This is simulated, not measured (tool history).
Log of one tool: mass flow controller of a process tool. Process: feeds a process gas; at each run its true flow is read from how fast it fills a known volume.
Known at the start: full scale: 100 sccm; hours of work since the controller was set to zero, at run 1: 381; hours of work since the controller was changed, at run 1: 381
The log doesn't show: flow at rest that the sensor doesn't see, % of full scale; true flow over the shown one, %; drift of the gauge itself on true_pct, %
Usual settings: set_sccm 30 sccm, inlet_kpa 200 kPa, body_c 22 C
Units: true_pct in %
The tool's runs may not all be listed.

| run | hour | set_sccm | inlet_kpa | body_c | hours of work since the controller was set to zero | hours of work since the controller was changed | true_pct |
|---|---|---|---|---|---|---|---|
| 1 | 0.0 | 30 | 200 | 22 | 381 | 381 | 98.84 |
| 2 | 102.6 | 30 | 200 | 22 | 413 | 413 | 98.83 |
| 3 | 165.0 | 30 | 200 | 22 | 433 | 433 | 98.77 |
| 4 | 246.6 | 30 | 208 | 22 | 459 | 459 | 98.96 |
| 5 | 303.4 | 16 | 200 | 22 | 477 | 477 | 98.72 |
| 6 | 377.1 | 53 | 200 | 22 | 501 | 501 | 99.46 |
| 7 | 464.1 | 53 | 200 | 22 | 528 | 528 | 99.47 |
| 8 | 551.6 | 53 | 200 | 31 | 556 | 556 | 99.14 |
| 9 | 619.0 | 53 | 200 | 31 | 578 | 578 | 99.25 |
| 10 | 722.2 | 19 | 178 | 31 | 610 | 610 | 98.98 |
| 11 | 783.4 | 19 | 178 | 31 | 630 | 630 | 98.84 |
| 12 | 876.5 | 50 | 165 | 27 | 659 | 659 | 99.75 |
| 13 | 946.0 | 31 | 200 | 30 | 682 | 682 | 99.16 |
| 14 | 1037.7 | 31 | 200 | 30 | 711 | 711 | 99.17 |
| 15 | 1089.6 | 61 | 230 | 23 | 727 | 727 | 99.83 |
| 16 | 1167.9 | 41 | 209 | 23 | 752 | 752 | 99.63 |
| 17 | 1241.1 | 30 | 200 | 27 | 775 | 775 | 99.38 |

Forecast each of these 3 alternatives for the next run:
| A | 1333.8 | 89 | 184 | 25 | 805 | 805 | ? |
| B | 1333.8 | 30 | 200 | 38 | 805 | 805 | ? |
| C | 1333.8 | 28 | 175 | 38 | 805 | 805 | ? |

| run | true_pct |
|---|---|
| A | 100.75 |
| B | 99.03 |
| C | 99.20 |
Without the tool's hidden state the same runs would have given:
| run | true_pct |
|---|---|
| A | 99.87 |
| B | 98.16 |
| C | 98.34 |
